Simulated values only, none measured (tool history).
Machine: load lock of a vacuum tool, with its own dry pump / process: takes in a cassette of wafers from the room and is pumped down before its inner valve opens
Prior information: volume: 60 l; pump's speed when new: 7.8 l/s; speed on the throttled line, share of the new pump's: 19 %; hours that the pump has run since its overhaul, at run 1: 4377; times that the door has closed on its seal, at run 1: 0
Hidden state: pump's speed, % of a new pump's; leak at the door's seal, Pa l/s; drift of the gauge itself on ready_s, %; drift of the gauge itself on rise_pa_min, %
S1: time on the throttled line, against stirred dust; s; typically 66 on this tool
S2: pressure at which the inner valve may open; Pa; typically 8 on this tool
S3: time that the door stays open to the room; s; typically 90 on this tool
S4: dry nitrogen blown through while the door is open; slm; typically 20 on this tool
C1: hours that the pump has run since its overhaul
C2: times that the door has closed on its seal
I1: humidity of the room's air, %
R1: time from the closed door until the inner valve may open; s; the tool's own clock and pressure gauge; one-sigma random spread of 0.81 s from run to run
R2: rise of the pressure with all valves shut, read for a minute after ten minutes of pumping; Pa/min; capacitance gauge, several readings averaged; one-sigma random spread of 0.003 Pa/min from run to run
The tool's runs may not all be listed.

run      day  S1  S2   S3  S4     C1     C2    I1     R1     R2
  1    0.000  66   8   90  20   4377      0  45.9  126.8  0.031
  2   26.296  66   8   90  20   5009   2152  45.4  128.1  0.027
  3   51.221  66   8   90  20   5607   4191  41.7  124.3  0.028
  4   78.633  66   8   90  20   6265   6434  45.7  126.6  0.029
  5   99.571  66   8   90  20   6767   8146  44.2  125.5  0.024
  6  121.712  66   9   90  20   7299   9958  44.2  125.5  0.024
  7  151.350  66   9   90  20   8010  12383  44.6  126.0  0.033
  8  169.738  66   9   90  20   8451  13887  46.9  125.5  0.033
  9  199.417  66   9   90  20   9163  16315  46.0  126.3  0.028
 10  229.033  66   9   90  20   9874  18738  43.1  126.1  0.027
 11  250.267  95   9   90  20  10384  20475  45.6  148.0  0.036
 12  278.008  95   9   90  20  11050  22745  45.8  147.1  0.031
 13  303.342  95   9   90  20  11658  24817  44.8  148.8  0.025
 14  329.704  90   8   31   7  12290  26974  46.8  146.3  0.032
 15  359.512  55  15   72  20  13006  29413  45.5  112.5  0.024
     365.950  -- door's seal changed, seat wiped
 16  374.971  55  11  132  20  13375    738  44.2  115.3  0.032
 17  403.054  55  11  132  20  14049   3036  43.6  114.3  0.035
 18  425.217  55   8   90  13  14581   4849  45.5  118.7  0.033
 19  441.392  66  16   58  20  14969   6173  42.7  120.5  0.031
 20  462.688  66  16   58  20  15480   7915  45.6  121.4  0.021

Below are 5 alternative next runs, each starting from the tool's condition after run 20. Predict each:
  A  487.446  66   6  145   5  16075  9940  47.5   ?   ?
  B  487.446  66  10   90  20  16075  9940  45.9   ?   ?
  C  487.446  66   8   85  43  16075  9940  45.4   ?   ?
  D  487.446  80   8   55   6  16075  9940  43.6   ?   ?
  E  487.446  89  10   90  33  16075  9940  46.1   ?   ?

run     R1     R2
  A  127.6  0.054
  B  124.0  0.030
  C  126.7  0.019
  D  137.3  0.033
  E  144.0  0.023
What these runs would have given with no unlogged condition in the tool:
run     R1     R2
  A  127.4  0.054
  B  123.8  0.030
  C  126.3  0.018
  D  137.1  0.032
  E  143.8  0.023
